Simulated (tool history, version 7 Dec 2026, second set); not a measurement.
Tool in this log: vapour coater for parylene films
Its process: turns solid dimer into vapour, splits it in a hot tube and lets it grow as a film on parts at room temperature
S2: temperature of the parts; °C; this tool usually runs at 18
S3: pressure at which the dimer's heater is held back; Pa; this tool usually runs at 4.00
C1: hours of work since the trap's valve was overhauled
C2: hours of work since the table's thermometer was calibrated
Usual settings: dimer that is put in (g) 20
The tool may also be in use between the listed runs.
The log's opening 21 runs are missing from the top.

{"run": 22, "hour": 415.7, "dimer that is put in (g)": 10, "S2": 13, "S3": 9.03, "C1": 60, "C2": 793, "thickness of the film (nm)": 2950}
{"run": 23, "hour": 434.4, "dimer that is put in (g)": 20, "S2": 29, "S3": 4.0, "C1": 74, "C2": 807, "thickness of the film (nm)": 3720}
{"run": 24, "hour": 463.1, "dimer that is put in (g)": 28, "S2": 18, "S3": 4.0, "C1": 96, "C2": 829, "thickness of the film (nm)": 7270}
{"run": 25, "hour": 476.9, "dimer that is put in (g)": 10, "S2": 22, "S3": 6.17, "C1": 107, "C2": 840, "thickness of the film (nm)": 2270}
{"run": 26, "hour": 503.4, "dimer that is put in (g)": 10, "S2": 22, "S3": 6.17, "C1": 127, "C2": 860, "thickness of the film (nm)": 2200}
{"run": 27, "hour": 519.1, "dimer that is put in (g)": 19, "S2": 14, "S3": 4.0, "C1": 139, "C2": 872, "thickness of the film (nm)": 5660}
{"run": 28, "hour": 535.1, "dimer that is put in (g)": 9, "S2": 14, "S3": 4.53, "C1": 151, "C2": 884, "thickness of the film (nm)": 2640}
{"run": 29, "hour": 550.9, "dimer that is put in (g)": 9, "S2": 14, "S3": 4.53, "C1": 163, "C2": 896, "thickness of the film (nm)": 2560}
{"run": 30, "hour": 565.5, "dimer that is put in (g)": 9, "S2": 14, "S3": 4.53, "C1": 174, "C2": 907, "thickness of the film (nm)": 2610}
{"run": 31, "hour": 580.5, "dimer that is put in (g)": 20, "S2": 18, "S3": 2.84, "C1": 186, "C2": 919, "thickness of the film (nm)": 5280}
{"run": 32, "hour": 596.0, "dimer that is put in (g)": 13, "S2": 18, "S3": 2.84, "C1": 198, "C2": 931, "thickness of the film (nm)": 3370}
{"run": 33, "hour": 616.5, "dimer that is put in (g)": 13, "S2": 18, "S3": 2.84, "C1": 213, "C2": 947, "thickness of the film (nm)": 3340}

4 ways to go on from here, each from the tool as it stands after run 33. What would each give?
{"run": "A", "hour": 644.5, "dimer that is put in (g)": 22, "S2": 18, "S3": 6.74, "C1": 235, "C2": 968, "thickness of the film (nm)": "?"}
{"run": "B", "hour": 644.5, "dimer that is put in (g)": 10, "S2": 18, "S3": 2.25, "C1": 235, "C2": 968, "thickness of the film (nm)": "?"}
{"run": "C", "hour": 644.5, "dimer that is put in (g)": 8, "S2": 17, "S3": 4.59, "C1": 235, "C2": 968, "thickness of the film (nm)": "?"}
{"run": "D", "hour": 644.5, "dimer that is put in (g)": 20, "S2": 13, "S3": 4.0, "C1": 235, "C2": 968, "thickness of the film (nm)": "?"}

run=A thickness_of_the_film_(nm)=5320
run=B thickness_of_the_film_(nm)=2580
run=C thickness_of_the_film_(nm)=2060
run=D thickness_of_the_film_(nm)=6010
With no hidden state in the tool, these same runs would have given:
run=A thickness_of_the_film_(nm)=5740
run=B thickness_of_the_film_(nm)=2790
run=C thickness_of_the_film_(nm)=2220
run=D thickness_of_the_film_(nm)=6480

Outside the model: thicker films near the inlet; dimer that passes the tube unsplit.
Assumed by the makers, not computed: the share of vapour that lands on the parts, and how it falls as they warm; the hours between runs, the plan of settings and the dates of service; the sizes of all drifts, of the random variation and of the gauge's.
